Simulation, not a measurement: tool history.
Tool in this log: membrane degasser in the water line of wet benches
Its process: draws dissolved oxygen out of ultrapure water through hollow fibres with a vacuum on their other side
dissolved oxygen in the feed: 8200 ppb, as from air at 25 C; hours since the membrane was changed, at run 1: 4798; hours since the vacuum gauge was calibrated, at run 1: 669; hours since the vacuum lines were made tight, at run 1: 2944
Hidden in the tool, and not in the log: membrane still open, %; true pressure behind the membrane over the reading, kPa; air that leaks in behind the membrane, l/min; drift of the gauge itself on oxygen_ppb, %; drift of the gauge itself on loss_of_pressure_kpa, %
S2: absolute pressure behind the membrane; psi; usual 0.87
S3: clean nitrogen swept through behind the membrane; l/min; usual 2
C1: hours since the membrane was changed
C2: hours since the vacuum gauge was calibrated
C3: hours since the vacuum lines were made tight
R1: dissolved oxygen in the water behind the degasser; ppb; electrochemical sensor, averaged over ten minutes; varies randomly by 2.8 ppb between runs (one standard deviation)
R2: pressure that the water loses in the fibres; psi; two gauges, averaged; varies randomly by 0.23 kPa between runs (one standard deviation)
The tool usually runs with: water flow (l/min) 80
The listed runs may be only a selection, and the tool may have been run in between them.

{"run": 1, "day": 0.0, "water flow (l/min)": 80, "S2": 0.87, "S3": 2, "C1": 4798, "C2": 669, "C3": 2944, "R1": 279, "R2": 8.417}
{"run": 2, "day": 5.838, "water flow (l/min)": 80, "S2": 0.87, "S3": 4.52, "C1": 4938, "C2": 809, "C3": 3084, "R1": 173.5, "R2": 8.541}
{"run": 3, "day": 9.8, "water flow (l/min)": 80, "S2": 0.612, "S3": 2, "C1": 5033, "C2": 904, "C3": 3179, "R1": 147.2, "R2": 8.451}
{"run": 4, "day": 14.717, "water flow (l/min)": 80, "S2": 0.612, "S3": 2, "C1": 5151, "C2": 1022, "C3": 3297, "R1": 144.3, "R2": 8.527}
{"run": 5, "day": 19.529, "water flow (l/min)": 112, "S2": 0.87, "S3": 2, "C1": 5267, "C2": 1137, "C3": 3412, "R1": 487.5, "R2": 11.938}
{"run": 6, "day": 23.629, "water flow (l/min)": 78, "S2": 0.87, "S3": 2, "C1": 5365, "C2": 1236, "C3": 3511, "R1": 270.7, "R2": 8.325}
{"run": 7, "day": 28.992, "water flow (l/min)": 78, "S2": 0.87, "S3": 2, "C1": 5494, "C2": 1365, "C3": 3639, "R1": 271.1, "R2": 8.332}
{"run": 8, "day": 35.638, "water flow (l/min)": 80, "S2": 0.87, "S3": 2, "C1": 5653, "C2": 1524, "C3": 3799, "R1": 282.6, "R2": 8.591}
{"run": 9, "day": 39.833, "water flow (l/min)": 80, "S2": 0.87, "S3": 2, "C1": 5754, "C2": 1625, "C3": 3900, "R1": 281.8, "R2": 8.567}
{"run": 10, "day": 45.692, "water flow (l/min)": 80, "S2": 0.87, "S3": 2, "C1": 5895, "C2": 1765, "C3": 4040, "R1": 282.9, "R2": 8.583}
{"run": 11, "day": 50.354, "water flow (l/min)": 80, "S2": 0.87, "S3": 2, "C1": 6007, "C2": 1877, "C3": 4152, "R1": 286.6, "R2": 8.659}
{"run": 12, "day": 54.862, "water flow (l/min)": 80, "S2": 1.392, "S3": 5.31, "C1": 6115, "C2": 1985, "C3": 4260, "R1": 279.5, "R2": 8.624}
{"run": 13, "day": 61.225, "water flow (l/min)": 80, "S2": 1.392, "S3": 5.31, "C1": 6268, "C2": 2138, "C3": 4413, "R1": 279.3, "R2": 8.621}
{"day": 65.292, "done": "seals of the vacuum lines changed"}
{"run": 14, "day": 67.888, "water flow (l/min)": 68, "S2": 1.871, "S3": 5.31, "C1": 6425, "C2": 2296, "C3": 62, "R1": 312.6, "R2": 7.346}
{"run": 15, "day": 72.958, "water flow (l/min)": 68, "S2": 1.871, "S3": 4.61, "C1": 6547, "C2": 2418, "C3": 184, "R1": 346.9, "R2": 7.323}
{"run": 16, "day": 77.725, "water flow (l/min)": 67, "S2": 0.87, "S3": 2.49, "C1": 6662, "C2": 2532, "C3": 298, "R1": 189.5, "R2": 7.25}
{"day": 79.062, "done": "gauge calibrated"}
{"run": 17, "day": 83.871, "water flow (l/min)": 67, "S2": 0.87, "S3": 2.49, "C1": 6809, "C2": 2680, "C3": 446, "R1": 189.7, "R2": 7.055}
{"run": 18, "day": 87.871, "water flow (l/min)": 126, "S2": 2.103, "S3": 5.54, "C1": 6905, "C2": 2776, "C3": 542, "R1": 802.2, "R2": 13.451}

Run 19 has not been measured yet. What should we expect?
{"run": 19, "day": 93.783, "water flow (l/min)": 126, "S2": 2.103, "S3": 5.54, "C1": 7047, "C2": 2918, "C3": 684, "R1": "?", "R2": "?"}

R1: 812.6 ppb
R2: 13.394 psi
Had the tool carried no hidden state, the very same run would have given R1 811.8 ppb, R2 13.312 psi.
